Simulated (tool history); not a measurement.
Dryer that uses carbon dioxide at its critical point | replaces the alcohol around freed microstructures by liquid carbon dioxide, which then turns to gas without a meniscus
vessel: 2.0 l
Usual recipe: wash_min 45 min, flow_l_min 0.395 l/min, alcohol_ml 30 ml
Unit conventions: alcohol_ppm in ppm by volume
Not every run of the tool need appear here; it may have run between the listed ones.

run,day,wash_min,flow_l_min,alcohol_ml,alcohol_ppm
1,0.000,45,0.395,30,85
2,0.417,45,0.395,30,84
3,0.796,45,0.395,30,75
4,1.096,45,0.395,87,116
5,1.471,45,0.395,87,110
6,1.762,45,0.395,87,125
7,2.171,45,0.395,30,87
8,2.542,45,0.395,25,80
9,2.867,47,0.395,25,80
10,3.200,47,0.395,25,86
11,3.438,47,0.395,25,89
12,3.679,47,0.395,25,84
13,4.079,27,0.395,30,363
14,4.425,27,0.395,30,363
15,4.725,45,0.395,30,101
16,4.921,45,0.395,30,110
17,5.196,45,0.395,30,102
18,5.383,45,0.395,30,103
19,5.712,45,0.395,30,106
20,6.133,45,0.395,30,101
# day 6.325: inlet filter changed
21,6.358,45,0.395,30,101
22,6.617,45,0.395,30,96
23,6.888,45,0.395,30,97
24,7.208,45,0.395,30,95
25,7.571,33,0.395,61,186
26,7.867,42,0.395,30,105
27,8.212,50,0.566,30,87
28,8.479,50,0.566,30,97
29,8.862,50,0.566,30,97
30,9.162,68,0.320,30,96
31,9.446,45,0.337,47,135
32,9.829,44,0.310,49,176
33,10.067,45,0.310,49,175
34,10.312,45,0.310,49,163
35,10.750,45,0.586,22,105
36,11.150,45,0.238,41,361
37,11.458,40,0.374,22,130
38,11.875,40,0.374,22,134
39,12.075,45,0.313,38,163
40,12.479,45,0.591,38,111
41,12.762,36,0.404,21,125
42,13.154,43,0.325,30,161
43,13.529,28,0.278,34,819
44,13.975,56,0.459,51,123
45,14.408,56,0.459,51,121
46,14.829,69,0.611,45,121
47,15.025,49,0.475,45,124
48,15.308,43,0.395,78,159

Pick out some run-to-run changes in alcohol_ppm. Of each, how much would a tool without hidden state show as well, from the settings, what came in and chance, and how much is left for the hidden state and any gauge scatter not in both results compared?
What the log doesn't record here: flow that reaches the vessel past the clogged filter, %; alcohol in the recycled carbon dioxide, ppm; drift of the gauge itself on alcohol_ppm, %.
Run 12 -> 13: wash_min 47 -> 27, alcohol_ml 25 -> 30. alcohol_ppm +279 ppm by volume: hidden state +148, all else +131.
Run 14 -> 15: wash_min 27 -> 45. alcohol_ppm -262 ppm by volume: hidden state -142, all else -120.
Run 42 -> 43: wash_min 43 -> 28, flow_l_min 0.325 -> 0.278, alcohol_ml 30 -> 34. alcohol_ppm +658 ppm by volume: hidden state +91, all else +567.
Run 43 -> 44: wash_min 28 -> 56, flow_l_min 0.278 -> 0.459, alcohol_ml 34 -> 51. alcohol_ppm -696 ppm by volume: hidden state -103, all else -593.

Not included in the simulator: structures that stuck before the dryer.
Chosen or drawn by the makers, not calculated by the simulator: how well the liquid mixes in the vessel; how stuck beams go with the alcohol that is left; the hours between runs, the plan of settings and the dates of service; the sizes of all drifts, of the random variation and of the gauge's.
